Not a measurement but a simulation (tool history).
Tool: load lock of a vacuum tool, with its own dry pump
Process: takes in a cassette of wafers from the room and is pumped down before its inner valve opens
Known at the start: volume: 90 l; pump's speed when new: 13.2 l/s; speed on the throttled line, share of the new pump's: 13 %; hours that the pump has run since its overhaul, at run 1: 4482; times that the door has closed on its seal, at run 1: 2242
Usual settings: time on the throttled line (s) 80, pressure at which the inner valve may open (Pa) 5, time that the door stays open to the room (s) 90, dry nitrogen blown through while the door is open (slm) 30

| run | hour | time on the throttled line (s) | pressure at which the inner valve may open (Pa) | time that the door stays open to the room (s) | dry nitrogen blown through while the door is open (slm) | hours that the pump has run since its overhaul | times that the door has closed on its seal | incoming humidity of the room's air, % | time from the closed door until the inner valve may open (s) | rise of the pressure with all valves shut (Pa/min) |
|---|---|---|---|---|---|---|---|---|---|---|
| 1 | 0.0 | 80 | 5 | 90 | 30 | 4482 | 2242 | 43.6 | 139.2 | 0.024 |
| 2 | 155.8 | 80 | 5 | 90 | 30 | 4638 | 2940 | 45.1 | 138.7 | 0.027 |
| 3 | 267.3 | 80 | 5 | 90 | 30 | 4749 | 3439 | 45.2 | 137.8 | 0.027 |
| 4 | 457.2 | 80 | 5 | 90 | 30 | 4939 | 4290 | 48.1 | 138.1 | 0.024 |
| 5 | 612.9 | 80 | 5 | 90 | 30 | 5095 | 4987 | 45.5 | 139.4 | 0.026 |
| 6 | 703.1 | 80 | 5 | 90 | 30 | 5185 | 5391 | 45.4 | 138.3 | 0.032 |
| 7 | 848.1 | 80 | 7 | 90 | 30 | 5330 | 6041 | 43.5 | 134.1 | 0.022 |
| 8 | 1010.1 | 80 | 5 | 90 | 30 | 5492 | 6767 | 46.3 | 137.3 | 0.029 |
| 9 | 1190.5 | 80 | 5 | 90 | 30 | 5672 | 7575 | 44.3 | 138.4 | 0.026 |
| 10 | 1324.0 | 80 | 5 | 90 | 30 | 5806 | 8173 | 46.9 | 137.6 | 0.026 |
| 11 | 1410.8 | 80 | 5 | 90 | 30 | 5892 | 8562 | 41.9 | 138.9 | 0.023 |
| 12 | 1567.8 | 80 | 5 | 90 | 5 | 6050 | 9265 | 43.0 | 137.4 | 0.054 |
| 13 | 1679.9 | 50 | 6 | 139 | 34 | 6162 | 9768 | 46.9 | 109.6 | 0.036 |
| 14 | 1823.2 | 50 | 5 | 139 | 37 | 6305 | 10410 | 43.2 | 110.6 | 0.030 |
| 15 | 1936.1 | 50 | 5 | 139 | 37 | 6418 | 10915 | 44.5 | 110.7 | 0.031 |
| 16 | 2018.5 | 50 | 5 | 139 | 37 | 6500 | 11284 | 47.0 | 112.4 | 0.032 |
| 17 | 2182.2 | 50 | 5 | 167 | 37 | 6664 | 12018 | 43.8 | 111.3 | 0.036 |

The next listed run, before its measurement:
| 18 | 2353.9 | 90 | 5 | 167 | 37 | 6836 | 12787 | 45.7 | ? | ? |

time from the closed door until the inner valve may open (s): 145.5
rise of the pressure with all valves shut (Pa/min): 0.033
Without the tool's hidden state the same run would have given time from the closed door until the inner valve may open (s) 145.5, rise of the pressure with all valves shut (Pa/min) 0.033.
